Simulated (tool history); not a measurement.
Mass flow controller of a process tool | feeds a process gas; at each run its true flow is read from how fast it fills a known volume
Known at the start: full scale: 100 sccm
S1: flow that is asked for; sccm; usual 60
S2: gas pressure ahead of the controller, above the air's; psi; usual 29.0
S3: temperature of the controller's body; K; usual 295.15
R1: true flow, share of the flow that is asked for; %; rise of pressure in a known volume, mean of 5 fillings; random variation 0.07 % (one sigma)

run 1 day=0.000 | S1=60 S2=29.0 S3=295.15 | R1=98.93
run 2 day=7.833 | S1=60 S2=29.0 S3=295.15 | R1=98.83
run 3 day=15.696 | S1=60 S2=29.0 S3=295.15 | R1=98.69
run 4 day=23.562 | S1=60 S2=29.0 S3=295.15 | R1=98.65
run 5 day=28.825 | S1=60 S2=34.8 S3=295.15 | R1=98.43
run 6 day=36.600 | S1=60 S2=34.8 S3=295.15 | R1=98.29
run 7 day=43.483 | S1=60 S2=34.8 S3=295.15 | R1=98.37
run 8 day=51.042 | S1=60 S2=29.0 S3=295.15 | R1=98.43
run 9 day=55.738 | S1=60 S2=29.0 S3=295.15 | R1=98.28
run 10 day=62.754 | S1=64 S2=29.0 S3=295.15 | R1=98.22
run 11 day=66.996 | S1=29 S2=37.0 S3=295.15 | R1=97.10
run 12 day=72.475 | S1=29 S2=37.0 S3=295.15 | R1=97.05
run 13 day=78.512 | S1=39 S2=24.1 S3=295.15 | R1=97.60
run 14 day=87.171 | S1=39 S2=24.1 S3=295.15 | R1=97.50
run 15 day=91.438 | S1=39 S2=24.1 S3=295.15 | R1=97.64
run 16 day=97.858 | S1=36 S2=34.1 S3=295.15 | R1=96.99
run 17 day=103.904 | S1=36 S2=31.0 S3=295.15 | R1=97.16
run 18 day=111.983 | S1=60 S2=25.7 S3=310.15 | R1=98.37
run 19 day=119.250 | S1=55 S2=28.9 S3=293.15 | R1=97.57
-- day=120.108 gauge calibrated
run 20 day=124.658 | S1=60 S2=29.0 S3=296.15 | R1=98.75

4 ways to go on from here, each from the tool as it stands after run 20. What would each give?
run A day=130.383 | S1=60 S2=29.0 S3=303.15 | R1=?
run B day=130.383 | S1=17 S2=29.0 S3=298.15 | R1=?
run C day=130.383 | S1=60 S2=26.1 S3=296.15 | R1=?
run D day=130.383 | S1=29 S2=29.0 S3=309.15 | R1=?

run=A R1=99.15
run=B R1=97.88
run=C R1=98.80
run=D R1=98.46
Without the tool's hidden state the same runs would have given:
run=A R1=99.25
run=B R1=97.97
run=C R1=98.90
run=D R1=98.55

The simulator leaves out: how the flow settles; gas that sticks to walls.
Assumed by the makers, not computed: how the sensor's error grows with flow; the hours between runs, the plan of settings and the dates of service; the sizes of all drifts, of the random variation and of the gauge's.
